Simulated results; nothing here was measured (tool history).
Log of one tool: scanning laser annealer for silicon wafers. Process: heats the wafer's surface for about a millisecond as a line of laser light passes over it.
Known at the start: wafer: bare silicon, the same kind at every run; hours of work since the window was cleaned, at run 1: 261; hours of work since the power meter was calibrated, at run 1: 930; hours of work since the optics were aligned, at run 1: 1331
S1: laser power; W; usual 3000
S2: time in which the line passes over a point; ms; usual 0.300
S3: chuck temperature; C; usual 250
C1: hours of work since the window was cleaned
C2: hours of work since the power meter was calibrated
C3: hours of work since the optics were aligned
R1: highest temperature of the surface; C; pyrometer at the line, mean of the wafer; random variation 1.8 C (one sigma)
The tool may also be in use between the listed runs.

run	hour	S1	S2	S3	C1	C2	C3	R1
1	0.0	3000	0.300	250	261	930	1331	967
2	24.1	3000	0.300	250	280	948	1350	966
# hour 63.2: window over the wafer cleaned
3	75.6	3000	0.300	250	10	986	1387	982
4	103.6	3000	0.300	250	31	1008	1409	980
5	124.2	3000	0.300	250	47	1023	1425	980
6	171.1	3000	0.300	245	83	1059	1461	969
7	212.5	3000	0.300	277	115	1091	1492	1005
8	237.5	2867	0.300	250	134	1110	1512	936
9	282.5	3000	0.300	250	168	1145	1546	971
10	306.4	3000	0.300	250	187	1163	1564	972
11	353.8	2764	0.300	250	223	1199	1601	909
12	404.5	3000	0.336	250	262	1238	1640	1004
13	451.0	3000	0.300	250	297	1274	1675	962
# hour 466.1: window over the wafer cleaned
14	495.4	3000	0.300	238	22	1306	1708	965
15	542.2	3000	0.300	250	58	1342	1744	976
16	567.2	3000	0.300	250	77	1361	1763	974
17	593.9	3000	0.300	250	98	1382	1783	974
# hour 599.0: laser's power meter calibrated
18	627.9	3000	0.300	250	122	22	1807	965
# hour 636.0: optics aligned, line set to its width
19	669.5	3132	0.300	237	150	50	26	995
20	703.6	3283	0.216	237	176	76	52	914
21	733.6	3283	0.216	237	199	99	75	906
# hour 761.5: laser's power meter calibrated, once more
22	774.6	2800	0.294	285	228	10	104	956
23	807.0	2958	0.379	250	253	35	129	1052
24	855.4	3259	0.254	244	290	72	166	973
# hour 880.4: window over the wafer cleaned
25	896.3	3259	0.226	273	12	102	196	977
26	922.4	2867	0.226	281	32	122	216	895
27	945.6	2685	0.237	229	50	140	234	813
28	983.7	2648	0.288	229	79	169	263	860
29	1009.9	3000	0.300	247	99	189	283	983
30	1058.6	3000	0.300	247	137	226	320	978
31	1105.7	3000	0.300	247	173	262	356	978
32	1126.7	3000	0.325	250	189	279	372	1011
33	1168.8	3182	0.356	260	221	311	405	1099
34	1215.0	3000	0.300	287	257	346	440	1011
35	1239.9	3000	0.300	287	276	365	459	1011

Forecast each of these 4 alternatives for the next run:
A	1274.3	3172	0.300	250	302	392	486	?
B	1274.3	3000	0.300	258	302	392	486	?
C	1274.3	3000	0.221	211	302	392	486	?
D	1274.3	3293	0.241	258	302	392	486	?

run	R1
A	1016
B	982
C	832
D	971
Without the tool's hidden state the same runs would have given:
run	R1
A	1044
B	1009
C	854
D	997
